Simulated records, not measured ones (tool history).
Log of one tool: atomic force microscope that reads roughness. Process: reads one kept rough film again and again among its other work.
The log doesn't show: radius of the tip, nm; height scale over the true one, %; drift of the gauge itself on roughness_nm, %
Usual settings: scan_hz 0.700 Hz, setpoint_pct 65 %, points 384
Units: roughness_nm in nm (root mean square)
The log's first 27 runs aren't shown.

| run | hour | scan_hz | setpoint_pct | points | pictures with this tip | hours of work since the height scale was calibrated | roughness_nm |
|---|---|---|---|---|---|---|---|
| 28 | 658.3 | 0.657 | 65 | 384 | 275 | 109 | 3.228 |
| 29 | 687.3 | 0.657 | 65 | 384 | 312 | 122 | 3.243 |
| 30 | 704.3 | 2.915 | 63 | 542 | 334 | 130 | 3.059 |
| 31 | 722.7 | 2.824 | 79 | 542 | 358 | 138 | 2.761 |
|  | 728.5 | new tip fitted |
| 32 | 748.7 | 2.824 | 79 | 542 | 26 | 150 | 2.894 |
| 33 | 770.3 | 0.798 | 74 | 314 | 54 | 159 | 3.260 |
| 34 | 802.5 | 0.700 | 78 | 384 | 96 | 174 | 3.225 |
| 35 | 820.0 | 1.147 | 63 | 288 | 119 | 182 | 3.267 |
| 36 | 846.5 | 1.347 | 84 | 495 | 153 | 193 | 3.034 |
| 37 | 865.9 | 0.703 | 89 | 384 | 178 | 202 | 3.102 |
| 38 | 895.1 | 0.721 | 63 | 266 | 216 | 215 | 3.224 |
| 39 | 919.3 | 1.101 | 65 | 384 | 247 | 226 | 3.196 |
| 40 | 945.1 | 1.101 | 65 | 384 | 281 | 238 | 3.188 |
| 41 | 976.4 | 1.101 | 65 | 384 | 321 | 252 | 3.176 |
| 42 | 1005.7 | 1.101 | 65 | 384 | 359 | 265 | 3.144 |

3 ways to go on from here, each from the tool as it stands after run 42. What would each give?
|  | 1010.5 | new tip fitted |
| A | 1024.7 | 0.700 | 65 | 447 | 18 | 273 | ? |
|  | 1010.5 | new tip fitted |
| B | 1024.7 | 0.700 | 77 | 571 | 18 | 273 | ? |
|  | 1010.5 | new tip fitted |
| C | 1024.7 | 2.825 | 65 | 384 | 18 | 273 | ? |

| run | roughness_nm |
|---|---|
| A | 3.354 |
| B | 3.272 |
| C | 3.143 |
Without the tool's hidden state the same runs would have given:
| run | roughness_nm |
|---|---|
| A | 3.378 |
| B | 3.296 |
| C | 3.166 |

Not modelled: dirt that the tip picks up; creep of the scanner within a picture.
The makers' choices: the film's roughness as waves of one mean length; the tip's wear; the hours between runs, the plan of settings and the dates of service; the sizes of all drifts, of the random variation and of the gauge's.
